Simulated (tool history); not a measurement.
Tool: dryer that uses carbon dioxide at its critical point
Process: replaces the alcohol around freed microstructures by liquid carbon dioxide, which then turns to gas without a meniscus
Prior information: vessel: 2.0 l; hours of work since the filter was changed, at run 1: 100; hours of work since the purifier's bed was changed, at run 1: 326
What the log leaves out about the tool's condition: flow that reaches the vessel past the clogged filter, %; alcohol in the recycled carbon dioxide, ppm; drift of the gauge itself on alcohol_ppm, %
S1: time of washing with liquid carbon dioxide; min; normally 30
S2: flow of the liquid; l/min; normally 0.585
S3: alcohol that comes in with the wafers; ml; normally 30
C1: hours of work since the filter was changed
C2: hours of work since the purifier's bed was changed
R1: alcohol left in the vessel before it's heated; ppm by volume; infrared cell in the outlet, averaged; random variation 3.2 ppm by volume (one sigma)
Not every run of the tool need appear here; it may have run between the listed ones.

run,hour,S1,S2,S3,C1,C2,R1
1,0,30,0.585,30,100,326,39
2,12.3,38,0.585,30,109,335,36
3,24.2,30,0.441,30,118,344,79
4,31.1,30,0.4,30,124,350,117
5,39.9,30,0.4,30,131,356,118
6,45.6,25,0.585,30,135,361,59
7,51.4,25,0.585,30,139,365,62
8,62.9,30,0.585,29,148,374,43
9,68.3,20,0.585,30,152,378,137
10,74.3,32,0.585,30,157,383,34
11,83.8,30,0.585,30,164,390,44
12,93.8,30,0.585,89,172,398,61
13,99,30,0.585,89,176,402,62
14,110,30,0.585,89,185,411,58
15,120.9,30,0.585,30,193,419,45
16,127.1,30,0.585,30,198,424,48
17,136.9,30,0.585,30,205,431,47
18,142.5,30,0.585,30,210,436,46

Expected results for the next run?
19,152.8,30,0.585,30,218,444,?

R1: 48 ppm by volume
Take away the tool's hidden state, keep the run-to-run variation as it was, and the same run would have given R1 13 ppm by volume.

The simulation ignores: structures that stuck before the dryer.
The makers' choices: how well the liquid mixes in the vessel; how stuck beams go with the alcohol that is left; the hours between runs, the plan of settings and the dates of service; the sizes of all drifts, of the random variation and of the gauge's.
